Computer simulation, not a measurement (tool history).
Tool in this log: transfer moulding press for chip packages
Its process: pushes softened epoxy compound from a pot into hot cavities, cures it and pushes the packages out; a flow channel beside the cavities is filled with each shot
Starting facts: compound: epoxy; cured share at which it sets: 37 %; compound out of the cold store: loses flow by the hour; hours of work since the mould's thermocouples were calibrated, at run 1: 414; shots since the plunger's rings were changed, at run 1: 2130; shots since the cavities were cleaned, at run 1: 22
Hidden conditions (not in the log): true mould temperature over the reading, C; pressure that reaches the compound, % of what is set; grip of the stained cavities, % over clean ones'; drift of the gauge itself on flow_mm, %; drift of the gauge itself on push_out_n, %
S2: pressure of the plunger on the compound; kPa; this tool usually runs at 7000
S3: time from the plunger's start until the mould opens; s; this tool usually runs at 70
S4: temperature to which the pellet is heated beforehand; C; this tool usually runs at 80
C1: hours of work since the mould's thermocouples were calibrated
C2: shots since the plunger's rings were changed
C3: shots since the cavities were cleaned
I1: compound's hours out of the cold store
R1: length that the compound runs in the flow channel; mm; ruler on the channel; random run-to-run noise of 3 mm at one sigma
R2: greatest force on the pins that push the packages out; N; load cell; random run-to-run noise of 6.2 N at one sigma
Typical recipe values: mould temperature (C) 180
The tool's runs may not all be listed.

run 1 day=0 | mould_temperature_(C)=180 S2=7000 S3=70 S4=80 | C1=414 C2=2130 C3=22 | I1=25.9 | R1=820 R2=235
run 2 day=1.671 | mould_temperature_(C)=180 S2=7000 S3=70 S4=80 | C1=441 C2=2706 C3=598 | I1=22.4 | R1=844 R2=249
-- day=2.912 cavities cleaned with cleaning compound and waxed
-- day=3.642 plunger's sealing rings changed
run 3 day=5.192 | mould_temperature_(C)=180 S2=7000 S3=70 S4=72 | C1=496 C2=534 C3=750 | I1=10.1 | R1=890 R2=255
-- day=6.012 cavities cleaned with cleaning compound and waxed
run 4 day=7.038 | mould_temperature_(C)=180 S2=5880 S3=70 S4=80 | C1=525 C2=1148 C3=352 | I1=9.3 | R1=818 R2=245
-- day=8.917 cavities cleaned with cleaning compound and waxed
run 5 day=10.558 | mould_temperature_(C)=180 S2=7000 S3=70 S4=74 | C1=582 C2=2342 C3=567 | I1=8.3 | R1=903 R2=253
-- day=11.9 cavities cleaned with cleaning compound and waxed
run 6 day=12.288 | mould_temperature_(C)=180 S2=7000 S3=68 S4=80 | C1=609 C2=2916 C3=135 | I1=39.4 | R1=781 R2=236
-- day=13.454 plunger's sealing rings changed
run 7 day=14.404 | mould_temperature_(C)=180 S2=7000 S3=68 S4=80 | C1=642 C2=328 C3=828 | I1=22.3 | R1=843 R2=242
-- day=15.092 cavities cleaned with cleaning compound and waxed
run 8 day=16.483 | mould_temperature_(C)=180 S2=7000 S3=68 S4=80 | C1=676 C2=1024 C3=481 | I1=30.3 | R1=812 R2=257
-- day=17.883 cavities cleaned with cleaning compound and waxed
run 9 day=18.4 | mould_temperature_(C)=180 S2=7000 S3=68 S4=80 | C1=706 C2=1662 C3=177 | I1=16.5 | R1=863 R2=239
-- day=20.788 cavities cleaned with cleaning compound and waxed
run 10 day=21.075 | mould_temperature_(C)=180 S2=7000 S3=68 S4=80 | C1=749 C2=2563 C3=100 | I1=31.2 | R1=808 R2=242
run 11 day=22.675 | mould_temperature_(C)=180 S2=8000 S3=70 S4=80 | C1=775 C2=3114 C3=651 | I1=39 | R1=831 R2=234
-- day=23.304 plunger's sealing rings changed
-- day=23.871 cavities cleaned with cleaning compound and waxed
-- day=25.567 mould's thermocouples calibrated
run 12 day=26.288 | mould_temperature_(C)=180 S2=7000 S3=70 S4=80 | C1=12 C2=979 C3=804 | I1=34.9 | R1=794 R2=229
-- day=26.908 cavities cleaned with cleaning compound and waxed
run 13 day=28.321 | mould_temperature_(C)=180 S2=5220 S3=70 S4=80 | C1=44 C2=1659 C3=488 | I1=19.9 | R1=736 R2=241
-- day=29.762 cavities cleaned with cleaning compound and waxed
run 14 day=29.933 | mould_temperature_(C)=180 S2=7000 S3=70 S4=80 | C1=70 C2=2193 C3=59 | I1=13.8 | R1=874 R2=239
run 15 day=32.317 | mould_temperature_(C)=180 S2=7000 S3=58 S4=80 | C1=109 C2=3013 C3=879 | I1=19.9 | R1=852 R2=306
-- day=32.692 cavities cleaned with cleaning compound and waxed
-- day=33.4 plunger's sealing rings changed
run 16 day=34.517 | mould_temperature_(C)=180 S2=7670 S3=100 S4=80 | C1=142 C2=384 C3=592 | I1=45.2 | R1=792 R2=224
-- day=35.746 cavities cleaned with cleaning compound and waxed
run 17 day=37.033 | mould_temperature_(C)=180 S2=7670 S3=100 S4=80 | C1=182 C2=1230 C3=444 | I1=35.4 | R1=825 R2=223
-- day=38.642 cavities cleaned with cleaning compound and waxed
run 18 day=38.642 | mould_temperature_(C)=186 S2=7000 S3=78 S4=85 | C1=208 C2=1763 C3=0 | I1=9.8 | R1=873 R2=216
-- day=41.442 cavities cleaned with cleaning compound and waxed
run 19 day=41.442 | mould_temperature_(C)=181 S2=5780 S3=53 S4=82 | C1=253 C2=2706 C3=0 | I1=19.6 | R1=775 R2=355
-- day=43.229 plunger's sealing rings changed
-- day=44.583 cavities cleaned with cleaning compound and waxed
run 20 day=44.975 | mould_temperature_(C)=185 S2=5540 S3=57 S4=78 | C1=308 C2=579 C3=135 | I1=26.5 | R1=721 R2=254
run 21 day=46.808 | mould_temperature_(C)=185 S2=5540 S3=57 S4=78 | C1=338 C2=1212 C3=768 | I1=21.2 | R1=734 R2=261
-- day=47.633 cavities cleaned with cleaning compound and waxed
run 22 day=49.212 | mould_temperature_(C)=180 S2=7000 S3=70 S4=81 | C1=376 C2=2019 C3=545 | I1=23 | R1=836 R2=238
-- day=50.608 cavities cleaned with cleaning compound and waxed
run 23 day=52.138 | mould_temperature_(C)=177 S2=7000 S3=73 S4=81 | C1=423 C2=3006 C3=528 | I1=13.1 | R1=891 R2=263
-- day=53.242 plunger's sealing rings changed
-- day=53.808 cavities cleaned with cleaning compound and waxed
run 24 day=55.875 | mould_temperature_(C)=180 S2=7000 S3=79 S4=84 | C1=482 C2=886 C3=713 | I1=28.3 | R1=815 R2=229
-- day=56.708 cavities cleaned with cleaning compound and waxed
run 25 day=58.442 | mould_temperature_(C)=180 S2=7000 S3=79 S4=84 | C1=523 C2=1748 C3=596 | I1=19.8 | R1=857 R2=222
-- day=59.55 cavities cleaned with cleaning compound and waxed
run 26 day=60.867 | mould_temperature_(C)=180 S2=7000 S3=56 S4=84 | C1=562 C2=2564 C3=455 | I1=24 | R1=834 R2=336
-- day=62.354 cavities cleaned with cleaning compound and waxed
-- day=63.258 plunger's sealing rings changed
run 27 day=63.875 | mould_temperature_(C)=180 S2=8360 S3=106 S4=80 | C1=609 C2=213 C3=489 | I1=22.3 | R1=922 R2=210

Predict each of these 3 candidate next runs independently; none follows another, all start after run 27:
-- day=65.354 cavities cleaned with cleaning compound and waxed
run A day=67.121 | mould_temperature_(C)=174 S2=7000 S3=62 S4=83 | C1=661 C2=1310 C3=610 | I1=11.3 | R1=? R2=?
-- day=65.354 cavities cleaned with cleaning compound and waxed
run B day=67.121 | mould_temperature_(C)=180 S2=7000 S3=70 S4=75 | C1=661 C2=1310 C3=610 | I1=34.1 | R1=? R2=?
-- day=65.354 cavities cleaned with cleaning compound and waxed
run C day=67.121 | mould_temperature_(C)=180 S2=5590 S3=70 S4=80 | C1=661 C2=1310 C3=610 | I1=12.6 | R1=? R2=?

run=A R1=908 R2=430
run=B R1=797 R2=236
run=C R1=783 R2=250
Had the tool no hidden state, the same runs would have come out as:
run=A R1=909 R2=427
run=B R1=797 R2=235
run=C R1=783 R2=249
